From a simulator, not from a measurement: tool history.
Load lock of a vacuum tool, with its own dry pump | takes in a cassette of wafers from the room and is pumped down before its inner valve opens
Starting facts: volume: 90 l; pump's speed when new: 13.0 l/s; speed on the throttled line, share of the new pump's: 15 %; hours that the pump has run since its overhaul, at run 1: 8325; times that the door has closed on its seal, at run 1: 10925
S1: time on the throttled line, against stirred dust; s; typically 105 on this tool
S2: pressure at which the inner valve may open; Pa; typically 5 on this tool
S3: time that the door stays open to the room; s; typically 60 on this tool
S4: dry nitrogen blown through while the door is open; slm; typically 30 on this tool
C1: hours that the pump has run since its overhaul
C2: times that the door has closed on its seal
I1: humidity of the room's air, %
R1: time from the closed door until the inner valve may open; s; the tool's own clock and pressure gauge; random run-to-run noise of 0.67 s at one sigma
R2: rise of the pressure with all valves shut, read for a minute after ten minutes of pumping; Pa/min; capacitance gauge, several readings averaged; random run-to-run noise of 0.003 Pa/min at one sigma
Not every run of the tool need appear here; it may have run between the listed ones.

{"run": 1, "hour": 0.0, "S1": 105, "S2": 5, "S3": 60, "S4": 30, "C1": 8325, "C2": 10925, "I1": 45.1, "R1": 159.3, "R2": 0.017}
{"run": 2, "hour": 94.3, "S1": 105, "S2": 6, "S3": 60, "S4": 30, "C1": 8419, "C2": 11311, "I1": 46.4, "R1": 158.0, "R2": 0.014}
{"run": 3, "hour": 148.6, "S1": 105, "S2": 6, "S3": 60, "S4": 30, "C1": 8474, "C2": 11534, "I1": 48.0, "R1": 157.7, "R2": 0.019}
{"run": 4, "hour": 236.4, "S1": 105, "S2": 5, "S3": 30, "S4": 30, "C1": 8561, "C2": 11894, "I1": 45.0, "R1": 158.3, "R2": 0.009}
{"run": 5, "hour": 310.7, "S1": 105, "S2": 5, "S3": 60, "S4": 4, "C1": 8636, "C2": 12198, "I1": 45.9, "R1": 157.9, "R2": 0.04}
{"run": 6, "hour": 371.1, "S1": 105, "S2": 5, "S3": 60, "S4": 4, "C1": 8696, "C2": 12446, "I1": 49.8, "R1": 157.8, "R2": 0.039}
{"run": 7, "hour": 467.2, "S1": 105, "S2": 7, "S3": 60, "S4": 30, "C1": 8792, "C2": 12840, "I1": 40.9, "R1": 155.7, "R2": 0.017}
{"run": 8, "hour": 506.2, "S1": 105, "S2": 5, "S3": 60, "S4": 30, "C1": 8831, "C2": 13000, "I1": 44.4, "R1": 159.0, "R2": 0.02}
{"run": 9, "hour": 570.7, "S1": 105, "S2": 5, "S3": 60, "S4": 30, "C1": 8896, "C2": 13264, "I1": 45.8, "R1": 159.2, "R2": 0.016}
{"run": 10, "hour": 615.0, "S1": 105, "S2": 5, "S3": 60, "S4": 30, "C1": 8940, "C2": 13446, "I1": 45.5, "R1": 158.2, "R2": 0.015}
{"run": 11, "hour": 696.1, "S1": 105, "S2": 5, "S3": 60, "S4": 30, "C1": 9021, "C2": 13778, "I1": 44.2, "R1": 157.5, "R2": 0.015}
{"run": 12, "hour": 774.7, "S1": 105, "S2": 5, "S3": 60, "S4": 30, "C1": 9100, "C2": 14100, "I1": 42.7, "R1": 157.5, "R2": 0.017}
{"run": 13, "hour": 814.7, "S1": 105, "S2": 5, "S3": 60, "S4": 30, "C1": 9140, "C2": 14264, "I1": 46.1, "R1": 158.9, "R2": 0.018}
{"run": 14, "hour": 864.5, "S1": 105, "S2": 5, "S3": 37, "S4": 30, "C1": 9189, "C2": 14468, "I1": 44.7, "R1": 158.7, "R2": 0.013}
{"run": 15, "hour": 952.0, "S1": 105, "S2": 5, "S3": 60, "S4": 30, "C1": 9277, "C2": 14827, "I1": 45.9, "R1": 159.3, "R2": 0.019}
{"run": 16, "hour": 1030.1, "S1": 105, "S2": 5, "S3": 60, "S4": 30, "C1": 9355, "C2": 15147, "I1": 49.9, "R1": 158.2, "R2": 0.021}
{"run": 17, "hour": 1102.2, "S1": 105, "S2": 5, "S3": 60, "S4": 30, "C1": 9427, "C2": 15443, "I1": 41.2, "R1": 158.5, "R2": 0.012}
{"run": 18, "hour": 1189.9, "S1": 105, "S2": 5, "S3": 60, "S4": 30, "C1": 9515, "C2": 15802, "I1": 47.6, "R1": 158.3, "R2": 0.02}
{"run": 19, "hour": 1273.3, "S1": 105, "S2": 5, "S3": 60, "S4": 30, "C1": 9598, "C2": 16144, "I1": 41.7, "R1": 158.0, "R2": 0.018}
{"run": 20, "hour": 1358.1, "S1": 93, "S2": 5, "S3": 60, "S4": 30, "C1": 9683, "C2": 16492, "I1": 45.9, "R1": 148.1, "R2": 0.012}
{"hour": 1424.2, "done": "dry pump taken out, an overhauled one fitted"}
{"run": 21, "hour": 1424.2, "S1": 186, "S2": 8, "S3": 35, "S4": 30, "C1": 0, "C2": 16738, "I1": 44.0, "R1": 223.0, "R2": 0.013}
{"run": 22, "hour": 1515.7, "S1": 85, "S2": 8, "S3": 186, "S4": 4, "C1": 91, "C2": 17113, "I1": 44.2, "R1": 138.1, "R2": 0.067}
{"run": 23, "hour": 1581.5, "S1": 105, "S2": 6, "S3": 25, "S4": 8, "C1": 157, "C2": 17383, "I1": 47.5, "R1": 157.8, "R2": 0.021}
{"run": 24, "hour": 1661.8, "S1": 169, "S2": 5, "S3": 60, "S4": 20, "C1": 238, "C2": 17712, "I1": 45.4, "R1": 211.7, "R2": 0.025}
{"run": 25, "hour": 1701.7, "S1": 169, "S2": 5, "S3": 60, "S4": 20, "C1": 277, "C2": 17876, "I1": 43.6, "R1": 211.9, "R2": 0.017}
{"run": 26, "hour": 1759.1, "S1": 169, "S2": 5, "S3": 60, "S4": 20, "C1": 335, "C2": 18111, "I1": 45.2, "R1": 212.8, "R2": 0.02}
{"run": 27, "hour": 1831.2, "S1": 63, "S2": 5, "S3": 28, "S4": 20, "C1": 407, "C2": 18406, "I1": 45.5, "R1": 122.5, "R2": 0.013}
{"run": 28, "hour": 1918.1, "S1": 63, "S2": 5, "S3": 28, "S4": 20, "C1": 494, "C2": 18762, "I1": 45.1, "R1": 121.1, "R2": 0.017}
{"run": 29, "hour": 1980.5, "S1": 63, "S2": 5, "S3": 28, "S4": 20, "C1": 556, "C2": 19018, "I1": 44.8, "R1": 122.6, "R2": 0.016}
{"run": 30, "hour": 2065.8, "S1": 63, "S2": 5, "S3": 28, "S4": 20, "C1": 642, "C2": 19368, "I1": 47.5, "R1": 122.5, "R2": 0.018}
{"run": 31, "hour": 2139.4, "S1": 63, "S2": 5, "S3": 28, "S4": 13, "C1": 715, "C2": 19670, "I1": 44.9, "R1": 123.0, "R2": 0.017}
{"run": 32, "hour": 2226.9, "S1": 63, "S2": 5, "S3": 28, "S4": 13, "C1": 803, "C2": 20028, "I1": 45.6, "R1": 122.9, "R2": 0.017}
{"run": 33, "hour": 2313.3, "S1": 63, "S2": 5, "S3": 28, "S4": 13, "C1": 889, "C2": 20383, "I1": 45.2, "R1": 122.7, "R2": 0.018}
{"run": 34, "hour": 2354.6, "S1": 56, "S2": 8, "S3": 28, "S4": 30, "C1": 930, "C2": 20552, "I1": 45.3, "R1": 113.3, "R2": 0.012}
{"run": 35, "hour": 2406.1, "S1": 56, "S2": 8, "S3": 28, "S4": 30, "C1": 982, "C2": 20763, "I1": 49.2, "R1": 112.7, "R2": 0.016}
{"run": 36, "hour": 2458.5, "S1": 135, "S2": 7, "S3": 28, "S4": 30, "C1": 1034, "C2": 20978, "I1": 43.1, "R1": 181.5, "R2": 0.007}
{"run": 37, "hour": 2514.2, "S1": 125, "S2": 4, "S3": 76, "S4": 30, "C1": 1090, "C2": 21206, "I1": 44.1, "R1": 177.9, "R2": 0.018}
{"run": 38, "hour": 2597.2, "S1": 125, "S2": 4, "S3": 76, "S4": 30, "C1": 1173, "C2": 21546, "I1": 45.1, "R1": 177.2, "R2": 0.018}

Each row is a separate what-if for the run after 38, all from the same tool condition, not one after another. Results?
{"run": "A", "hour": 2690.9, "S1": 125, "S2": 4, "S3": 98, "S4": 6, "C1": 1267, "C2": 21930, "I1": 42.9, "R1": "?", "R2": "?"}
{"run": "B", "hour": 2690.9, "S1": 105, "S2": 4, "S3": 64, "S4": 16, "C1": 1267, "C2": 21930, "I1": 45.1, "R1": "?", "R2": "?"}
{"run": "C", "hour": 2690.9, "S1": 125, "S2": 6, "S3": 76, "S4": 45, "C1": 1267, "C2": 21930, "I1": 45.3, "R1": "?", "R2": "?"}

run=A R1=176.9 R2=0.044
run=B R1=159.2 R2=0.026
run=C R1=174.5 R2=0.018
Without the tool's hidden state the same runs would have given:
run=A R1=176.9 R2=0.043
run=B R1=159.2 R2=0.026
run=C R1=174.5 R2=0.017

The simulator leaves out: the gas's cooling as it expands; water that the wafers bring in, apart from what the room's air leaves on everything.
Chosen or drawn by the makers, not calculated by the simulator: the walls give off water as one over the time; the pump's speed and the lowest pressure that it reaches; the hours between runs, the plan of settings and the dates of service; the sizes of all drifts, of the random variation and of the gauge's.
